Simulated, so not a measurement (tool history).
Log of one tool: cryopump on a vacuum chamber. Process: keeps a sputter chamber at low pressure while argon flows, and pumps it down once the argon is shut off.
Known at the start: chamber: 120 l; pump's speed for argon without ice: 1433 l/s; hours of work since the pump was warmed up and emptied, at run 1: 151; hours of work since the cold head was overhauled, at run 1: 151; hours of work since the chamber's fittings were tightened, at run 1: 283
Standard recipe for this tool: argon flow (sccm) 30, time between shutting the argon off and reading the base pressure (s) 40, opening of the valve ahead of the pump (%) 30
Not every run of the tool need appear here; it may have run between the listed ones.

run	hour	argon flow (sccm)	time between shutting the argon off and reading the base pressure (s)	opening of the valve ahead of the pump (%)	hours of work since the pump was warmed up and emptied	hours of work since the cold head was overhauled	hours of work since the chamber's fittings were tightened	pressure while argon flows (Pa)	pressure after the wait (uPa)
1	0.0	30	40	30	151	151	283	0.1183	1.84
2	11.1	30	40	30	157	157	289	0.1198	1.82
3	21.8	30	40	30	162	162	294	0.1197	1.80
4	38.8	30	40	30	170	170	302	0.1211	1.86
5	49.0	30	40	30	175	175	307	0.1198	1.84
6	56.1	30	40	30	179	179	311	0.1205	1.87
7	64.9	30	40	30	183	183	315	0.1205	1.92
8	76.5	30	40	30	189	189	321	0.1195	1.87
9	90.7	30	40	30	196	196	328	0.1193	1.92
10	107.0	30	40	30	204	204	336	0.1200	1.95
11	120.3	30	40	30	210	210	342	0.1204	1.91
12	135.8	30	40	59	218	218	350	0.0626	1.92
13	147.9	30	40	59	224	224	356	0.0630	1.92
14	162.6	30	40	59	231	231	363	0.0621	2.00
15	178.8	30	43	30	239	239	371	0.1194	1.88
16	195.5	30	43	30	247	247	379	0.1200	1.84
17	206.2	30	43	48	252	252	384	0.0763	1.91

Predict the results of run 18:
18	220.5	15	81	20	259	259	391	?	?

{"run 18": {"pressure while argon flows (Pa)": 0.0897, "pressure after the wait (uPa)": 1.42}}
With the hidden condition absent and the run-to-run variation left alone, this run would have shown pressure while argon flows (Pa) 0.0885, pressure after the wait (uPa) 0.82.
